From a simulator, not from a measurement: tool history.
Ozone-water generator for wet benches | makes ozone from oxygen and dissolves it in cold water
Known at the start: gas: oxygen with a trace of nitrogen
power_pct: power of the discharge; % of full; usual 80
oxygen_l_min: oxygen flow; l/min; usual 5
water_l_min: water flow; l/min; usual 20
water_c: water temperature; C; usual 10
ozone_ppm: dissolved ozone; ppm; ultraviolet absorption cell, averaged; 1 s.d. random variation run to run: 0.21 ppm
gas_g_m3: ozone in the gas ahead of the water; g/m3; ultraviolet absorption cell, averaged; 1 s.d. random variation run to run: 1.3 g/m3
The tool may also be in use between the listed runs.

{"run": 1, "hour": 0.0, "power_pct": 80, "oxygen_l_min": 5, "water_l_min": 20, "water_c": 10, "ozone_ppm": 30.3, "gas_g_m3": 244.9}
{"run": 2, "hour": 99.6, "power_pct": 80, "oxygen_l_min": 5, "water_l_min": 20, "water_c": 10, "ozone_ppm": 30.4, "gas_g_m3": 243.6}
{"run": 3, "hour": 171.7, "power_pct": 80, "oxygen_l_min": 5, "water_l_min": 20, "water_c": 10, "ozone_ppm": 30.6, "gas_g_m3": 246.3}
{"run": 4, "hour": 240.7, "power_pct": 80, "oxygen_l_min": 5, "water_l_min": 20, "water_c": 10, "ozone_ppm": 30.4, "gas_g_m3": 244.9}
{"run": 5, "hour": 324.0, "power_pct": 80, "oxygen_l_min": 5, "water_l_min": 20, "water_c": 10, "ozone_ppm": 30.2, "gas_g_m3": 247.3}
{"run": 6, "hour": 384.0, "power_pct": 80, "oxygen_l_min": 5, "water_l_min": 20, "water_c": 10, "ozone_ppm": 30.4, "gas_g_m3": 244.7}
{"run": 7, "hour": 469.8, "power_pct": 80, "oxygen_l_min": 5, "water_l_min": 20, "water_c": 10, "ozone_ppm": 30.4, "gas_g_m3": 245.6}
{"run": 8, "hour": 564.8, "power_pct": 80, "oxygen_l_min": 5, "water_l_min": 20, "water_c": 10, "ozone_ppm": 30.5, "gas_g_m3": 244.9}
{"run": 9, "hour": 635.0, "power_pct": 80, "oxygen_l_min": 5, "water_l_min": 20, "water_c": 10, "ozone_ppm": 30.7, "gas_g_m3": 244}
{"run": 10, "hour": 726.3, "power_pct": 49, "oxygen_l_min": 5, "water_l_min": 20, "water_c": 10, "ozone_ppm": 21.7, "gas_g_m3": 176.7}
{"run": 11, "hour": 779.2, "power_pct": 80, "oxygen_l_min": 5, "water_l_min": 20, "water_c": 10, "ozone_ppm": 30.3, "gas_g_m3": 246.4}
{"run": 12, "hour": 822.0, "power_pct": 80, "oxygen_l_min": 5, "water_l_min": 20, "water_c": 10, "ozone_ppm": 30.4, "gas_g_m3": 245.5}
{"run": 13, "hour": 879.2, "power_pct": 80, "oxygen_l_min": 5, "water_l_min": 20, "water_c": 10, "ozone_ppm": 30.6, "gas_g_m3": 246.5}
{"run": 14, "hour": 933.6, "power_pct": 80, "oxygen_l_min": 5, "water_l_min": 20, "water_c": 10, "ozone_ppm": 30.4, "gas_g_m3": 247.7}
{"run": 15, "hour": 1000.9, "power_pct": 80, "oxygen_l_min": 5, "water_l_min": 20, "water_c": 10, "ozone_ppm": 30.4, "gas_g_m3": 248.3}
{"run": 16, "hour": 1089.7, "power_pct": 80, "oxygen_l_min": 5, "water_l_min": 20, "water_c": 15, "ozone_ppm": 28.7, "gas_g_m3": 249.1}
{"run": 17, "hour": 1150.6, "power_pct": 80, "oxygen_l_min": 5, "water_l_min": 20, "water_c": 15, "ozone_ppm": 28.7, "gas_g_m3": 248.9}
{"run": 18, "hour": 1203.5, "power_pct": 80, "oxygen_l_min": 5.88, "water_l_min": 20, "water_c": 5, "ozone_ppm": 33.2, "gas_g_m3": 229.8}
{"run": 19, "hour": 1265.7, "power_pct": 80, "oxygen_l_min": 5.88, "water_l_min": 21, "water_c": 5, "ozone_ppm": 31.9, "gas_g_m3": 229.7}
{"run": 20, "hour": 1332.5, "power_pct": 40, "oxygen_l_min": 3.69, "water_l_min": 16, "water_c": 8, "ozone_ppm": 21.4, "gas_g_m3": 175.7}
{"run": 21, "hour": 1427.5, "power_pct": 80, "oxygen_l_min": 7.04, "water_l_min": 20, "water_c": 14, "ozone_ppm": 30, "gas_g_m3": 214.7}
{"run": 22, "hour": 1499.3, "power_pct": 80, "oxygen_l_min": 4.63, "water_l_min": 16, "water_c": 10, "ozone_ppm": 35.3, "gas_g_m3": 255.9}
{"run": 23, "hour": 1570.5, "power_pct": 80, "oxygen_l_min": 7.26, "water_l_min": 30, "water_c": 10, "ozone_ppm": 23.8, "gas_g_m3": 214.3}
{"run": 24, "hour": 1632.5, "power_pct": 62, "oxygen_l_min": 4.59, "water_l_min": 13, "water_c": 6, "ozone_ppm": 35.8, "gas_g_m3": 219.1}
{"run": 25, "hour": 1699.3, "power_pct": 50, "oxygen_l_min": 8.75, "water_l_min": 14, "water_c": 6, "ozone_ppm": 30.8, "gas_g_m3": 141.9}
{"run": 26, "hour": 1766.9, "power_pct": 50, "oxygen_l_min": 8.75, "water_l_min": 14, "water_c": 6, "ozone_ppm": 31.1, "gas_g_m3": 140.8}
{"run": 27, "hour": 1827.9, "power_pct": 80, "oxygen_l_min": 3.43, "water_l_min": 20, "water_c": 6, "ozone_ppm": 28.9, "gas_g_m3": 298.6}
{"run": 28, "hour": 1888.2, "power_pct": 80, "oxygen_l_min": 5.85, "water_l_min": 15, "water_c": 12, "ozone_ppm": 36.5, "gas_g_m3": 233.1}
{"run": 29, "hour": 1956.1, "power_pct": 80, "oxygen_l_min": 5.85, "water_l_min": 21, "water_c": 5, "ozone_ppm": 32, "gas_g_m3": 234.7}
{"run": 30, "hour": 2048.7, "power_pct": 80, "oxygen_l_min": 7.27, "water_l_min": 21, "water_c": 6, "ozone_ppm": 32.4, "gas_g_m3": 209.1}
{"run": 31, "hour": 2131.3, "power_pct": 43, "oxygen_l_min": 3.35, "water_l_min": 20, "water_c": 10, "ozone_ppm": 18.1, "gas_g_m3": 188.9}
{"run": 32, "hour": 2183.2, "power_pct": 43, "oxygen_l_min": 3.35, "water_l_min": 20, "water_c": 10, "ozone_ppm": 17.9, "gas_g_m3": 190}

The log once held 1 entry between its listed runs, left out of this copy. Where does each go, and what is different about the tool's unlogged condition between the listed run before it and the listed run after it?
Run 29 -> run 30: gauge calibrated (hour 2001.3)
  drift of the gauge itself on gas_g_m3, %: 2.82 -> 0.07
  measured less the result without the state, gas_g_m3: +6.3 -> +0 g/m3

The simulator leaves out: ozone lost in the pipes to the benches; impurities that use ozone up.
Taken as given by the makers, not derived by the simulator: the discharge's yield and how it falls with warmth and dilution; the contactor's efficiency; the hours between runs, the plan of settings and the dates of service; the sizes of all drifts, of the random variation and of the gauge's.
